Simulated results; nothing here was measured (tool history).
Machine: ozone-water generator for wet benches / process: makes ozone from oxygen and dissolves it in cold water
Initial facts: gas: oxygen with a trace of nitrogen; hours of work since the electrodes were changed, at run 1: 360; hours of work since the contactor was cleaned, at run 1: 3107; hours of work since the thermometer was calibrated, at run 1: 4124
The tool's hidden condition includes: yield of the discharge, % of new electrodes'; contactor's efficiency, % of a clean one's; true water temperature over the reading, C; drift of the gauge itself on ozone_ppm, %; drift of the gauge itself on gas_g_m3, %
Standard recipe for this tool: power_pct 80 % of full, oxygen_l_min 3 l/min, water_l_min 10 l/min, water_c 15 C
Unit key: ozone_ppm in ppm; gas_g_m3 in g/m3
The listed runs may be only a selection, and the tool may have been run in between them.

| run | hour | power_pct | oxygen_l_min | water_l_min | water_c | hours of work since the electrodes were changed | hours of work since the contactor was cleaned | hours of work since the thermometer was calibrated | ozone_ppm | gas_g_m3 |
|---|---|---|---|---|---|---|---|---|---|---|
| 1 | 0 | 80 | 3 | 10 | 15 | 360 | 3107 | 4124 | 28.8 | 264.1 |
| 2 | 64.6 | 80 | 3 | 14 | 15 | 400 | 3147 | 4164 | 22.1 | 262.8 |
| 3 | 139.8 | 83 | 3 | 14 | 15 | 446 | 3193 | 4210 | 22.9 | 268.8 |
| 4 | 208.9 | 83 | 3 | 14 | 15 | 488 | 3235 | 4252 | 22.5 | 266.4 |
|  | 260.3 | contactor cleaned |
| 5 | 274.7 | 83 | 3 | 14 | 15 | 526 | 9 | 4290 | 21.5 | 268.2 |
| 6 | 321.6 | 83 | 3 | 14 | 15 | 555 | 37 | 4318 | 21.5 | 269.9 |
| 7 | 367.6 | 83 | 3 | 14 | 15 | 583 | 66 | 4346 | 21.5 | 269 |
| 8 | 423.7 | 83 | 3 | 14 | 15 | 617 | 100 | 4381 | 21.2 | 265.6 |
|  | 472.6 | contactor cleaned, once more |
| 9 | 482.2 | 83 | 3 | 14 | 15 | 650 | 6 | 4414 | 23.3 | 267.8 |
| 10 | 537 | 83 | 3 | 14 | 15 | 684 | 39 | 4447 | 23.4 | 266.5 |
| 11 | 573.8 | 83 | 3 | 14 | 15 | 706 | 62 | 4470 | 23.5 | 267.1 |
| 12 | 609.6 | 83 | 3 | 14 | 15 | 728 | 84 | 4492 | 23.4 | 265.6 |
| 13 | 657.7 | 83 | 3 | 14 | 15 | 757 | 113 | 4521 | 23.7 | 265.7 |
| 14 | 728 | 80 | 4.37 | 10 | 15 | 800 | 156 | 4564 | 30.4 | 220.2 |
| 15 | 790.6 | 80 | 4.37 | 10 | 15 | 839 | 194 | 4602 | 30.6 | 220.5 |
| 16 | 839.9 | 80 | 4.37 | 10 | 15 | 869 | 224 | 4632 | 30.2 | 221 |
| 17 | 907.1 | 80 | 4.37 | 10 | 15 | 910 | 265 | 4673 | 30.1 | 219.8 |
| 18 | 976 | 80 | 4.37 | 10 | 15 | 952 | 307 | 4715 | 30.7 | 221.3 |
| 19 | 1011.8 | 80 | 3 | 11 | 11 | 974 | 329 | 4737 | 29 | 258.8 |
| 20 | 1089 | 65 | 3 | 10 | 18 | 1021 | 377 | 4785 | 24.5 | 227.4 |
| 21 | 1137.7 | 52 | 3.26 | 10 | 9 | 1051 | 406 | 4814 | 24.9 | 186.7 |
| 22 | 1200.6 | 45 | 3.26 | 11 | 9 | 1089 | 445 | 4853 | 20.9 | 171.2 |
| 23 | 1244.8 | 45 | 3.26 | 11 | 9 | 1116 | 472 | 4880 | 20.8 | 172.3 |
| 24 | 1289.3 | 80 | 3 | 8 | 9 | 1143 | 499 | 4907 | 37.9 | 258.9 |
| 25 | 1337.7 | 43 | 3 | 8 | 7 | 1173 | 528 | 4936 | 26.3 | 171 |
| 26 | 1374.2 | 77 | 3.43 | 8 | 10 | 1195 | 551 | 4959 | 36.4 | 236.6 |
| 27 | 1450 | 80 | 1.52 | 10 | 15 | 1241 | 597 | 5005 | 25.8 | 346.2 |
| 28 | 1530.9 | 80 | 1.52 | 10 | 15 | 1291 | 646 | 5054 | 25.8 | 343.2 |
| 29 | 1587.9 | 80 | 1.52 | 7 | 15 | 1326 | 681 | 5089 | 34.3 | 343.7 |
| 30 | 1655.1 | 80 | 1.52 | 7 | 15 | 1367 | 722 | 5130 | 34.6 | 343.9 |
| 31 | 1711.2 | 80 | 1.95 | 9 | 8 | 1401 | 757 | 5165 | 32.1 | 306.3 |
| 32 | 1788.4 | 50 | 3.93 | 10 | 14 | 1448 | 804 | 5212 | 22.4 | 169.3 |
| 33 | 1854 | 80 | 2.51 | 10 | 15 | 1488 | 844 | 5252 | 28.1 | 275.5 |

What if the next run were any one of these 3? Each begins from the tool's condition after run 33:
| A | 1918.5 | 65 | 4.95 | 10 | 15 | 1528 | 883 | 5291 | ? | ? |
| B | 1918.5 | 64 | 2.51 | 10 | 15 | 1528 | 883 | 5291 | ? | ? |
| C | 1918.5 | 85 | 3 | 7 | 9 | 1528 | 883 | 5291 | ? | ? |

| run | ozone_ppm | gas_g_m3 |
|---|---|---|
| A | 25.8 | 179.5 |
| B | 24.4 | 239.4 |
| C | 42.7 | 265 |
Had the tool no hidden state, the same runs would have come out as:
| run | ozone_ppm | gas_g_m3 |
|---|---|---|
| A | 27.3 | 186.5 |
| B | 25.8 | 248.6 |
| C | 45.4 | 277.2 |
